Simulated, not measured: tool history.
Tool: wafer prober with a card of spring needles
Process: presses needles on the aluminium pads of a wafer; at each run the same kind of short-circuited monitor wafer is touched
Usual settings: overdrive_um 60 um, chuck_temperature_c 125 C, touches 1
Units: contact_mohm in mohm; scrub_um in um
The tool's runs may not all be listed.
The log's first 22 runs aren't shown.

| run | day | overdrive_um | chuck_temperature_c | touches | touches since the tips were cleaned | cleanings since the card got new needles | touches since the first contact's height was set | contact_mohm | scrub_um |
|---|---|---|---|---|---|---|---|---|---|
|  | 14.588 | tips cleaned on abrasive film |
|  | 15.079 | tips cleaned on abrasive film |
|  | 15.542 | tips cleaned on abrasive film |
| 23 | 15.542 | 43 | 82 | 2 | 0 | 46 | 11734 | 151 | 5.43 |
|  | 16.021 | tips cleaned on abrasive film |
| 24 | 16.138 | 59 | 82 | 2 | 825 | 47 | 15874 | 151 | 7.5 |
|  | 16.492 | tips cleaned on abrasive film |
| 25 | 16.846 | 60 | 125 | 3 | 2461 | 48 | 20790 | 159 | 7.64 |
|  | 16.933 | tips cleaned on abrasive film |
|  | 17.404 | tips cleaned on abrasive film |
| 26 | 17.592 | 57 | 90 | 2 | 1312 | 50 | 25935 | 162 | 7.21 |
|  | 17.846 | tips cleaned on abrasive film |
| 27 | 18.262 | 54 | 31 | 2 | 2915 | 51 | 30593 | 171 | 6.79 |
|  | 18.333 | tips cleaned on abrasive film |
|  | 18.838 | tips cleaned on abrasive film |
| 28 | 18.862 | 42 | 99 | 1 | 177 | 53 | 34708 | 160 | 5.29 |
|  | 19.317 | tips cleaned on abrasive film |
| 29 | 19.629 | 42 | 99 | 1 | 2185 | 54 | 40028 | 220 | 5.3 |
|  | 19.788 | tips cleaned on abrasive film |
|  | 20.229 | tips cleaned on abrasive film |
| 30 | 20.242 | 42 | 99 | 1 | 70 | 56 | 44238 | 163 | 5.28 |
|  | 20.679 | tips cleaned on abrasive film |
| 31 | 20.729 | 53 | 63 | 2 | 346 | 57 | 47630 | 149 | 6.69 |

3 ways to go on from here, each from the tool as it stands after run 31. What would each give?
|  | 21.133 | tips cleaned on abrasive film |
| A | 21.454 | 66 | 37 | 1 | 2240 | 58 | 52655 | ? | ? |
|  | 21.133 | tips cleaned on abrasive film |
| B | 21.454 | 60 | 91 | 1 | 2240 | 58 | 52655 | ? | ? |
|  | 21.133 | tips cleaned on abrasive film |
| C | 21.454 | 65 | 57 | 2 | 2240 | 58 | 52655 | ? | ? |

| run | contact_mohm | scrub_um |
|---|---|---|
| A | 163 | 8.32 |
| B | 178 | 7.58 |
| C | 155 | 8.17 |
Without the tool's hidden state the same runs would have given:
| run | contact_mohm | scrub_um |
|---|---|---|
| A | 130 | 8.43 |
| B | 140 | 7.69 |
| C | 134 | 8.28 |
